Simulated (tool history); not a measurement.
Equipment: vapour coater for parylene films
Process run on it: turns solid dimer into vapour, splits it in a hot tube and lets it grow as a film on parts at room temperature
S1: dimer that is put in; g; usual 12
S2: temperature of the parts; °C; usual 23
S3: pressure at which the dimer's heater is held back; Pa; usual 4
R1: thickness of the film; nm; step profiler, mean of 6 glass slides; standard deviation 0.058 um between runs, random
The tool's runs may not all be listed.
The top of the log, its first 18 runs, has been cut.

Run 19, hour 552.7: usual settings but S2 28 °C. Result: R1 5430 nm.
Run 20, hour 600.1: usual settings but S2 28 °C. Result: R1 5310 nm.
Run 21, hour 647.6: usual settings but S2 28 °C. Result: R1 5270 nm.
Run 22, hour 676.9: usual settings but S1 18 g, S2 19 °C, S3 9.5 Pa. Result: R1 10740 nm.
Run 23, hour 696.9: usual settings but S1 18 g, S2 19 °C, S3 9.5 Pa. Result: R1 10750 nm.
Run 24, hour 734.8: usual settings but S1 20 g, S2 19 °C, S3 9.5 Pa. Result: R1 11940 nm.
Run 25, hour 778.4: usual settings but S1 21 g, S3 7.48 Pa. Result: R1 10720 nm.
Run 26, hour 801.2: usual settings but S1 5 g, S2 24 °C, S3 2.13 Pa. Result: R1 2850 nm.
Run 27, hour 822.7: usual settings but S2 17 °C, S3 8.31 Pa. Result: R1 7840 nm.
At hour 830.4: trap's valve overhauled.
Run 28, hour 874.4: usual settings but S1 16 g, S2 16 °C, S3 2.25 Pa. Result: R1 11800 nm.
Run 29, hour 897.9: usual settings but S1 9 g, S2 33 °C, S3 3.64 Pa. Result: R1 3380 nm.
Run 30, hour 933.3: usual settings but S1 9 g, S2 22 °C, S3 2.71 Pa. Result: R1 5750 nm.
Run 31, hour 964.2: usual settings but S1 11 g, S2 19 °C, S3 4.05 Pa. Result: R1 7700 nm.
Run 32, hour 1005.9: usual settings but S1 14 g, S2 20 °C, S3 7.14 Pa. Result: R1 8570 nm.
Run 33, hour 1039.6: usual settings but S1 6 g, S2 15 °C, S3 3.62 Pa. Result: R1 4370 nm.
Run 34, hour 1080: usual settings but S2 35 °C, S3 4.5 Pa. Result: R1 3790 nm.
Run 35, hour 1104.1: usual settings but S2 35 °C, S3 4.5 Pa. Result: R1 3890 nm.
Run 36, hour 1135.7: usual settings but S1 5 g, S2 25 °C, S3 9.84 Pa. Result: R1 2270 nm.
Run 37, hour 1180.5: usual settings but S1 5 g, S2 25 °C, S3 9.84 Pa. Result: R1 2210 nm.
Run 38, hour 1225.7: usual settings but S1 5 g, S2 25 °C, S3 9.84 Pa. Result: R1 2180 nm.
Run 39, hour 1248.7: usual settings but S1 5 g, S2 25 °C, S3 9.84 Pa. Result: R1 2260 nm.
Run 40, hour 1269.6: usual settings but S1 5 g, S2 25 °C, S3 9.84 Pa. Result: R1 2200 nm.

Below are 3 alternative next runs, each starting from the tool's condition after run 40. Predict each:
Run A, hour 1289.8: usual settings but S1 5 g, S2 18 °C, S3 7.62 Pa. Result: R1 ?.
Run B, hour 1289.8: usual settings but S1 21 g, S2 35 °C. Result: R1 ?.
Run C, hour 1289.8: usual settings but S1 18 g, S2 25 °C, S3 9.84 Pa. Result: R1 ?.

run    R1
  A  3220
  B  6400
  C  7890
Had the tool no hidden state, the same runs would have come out as:
run    R1
  A  3440
  B  6830
  C  8420
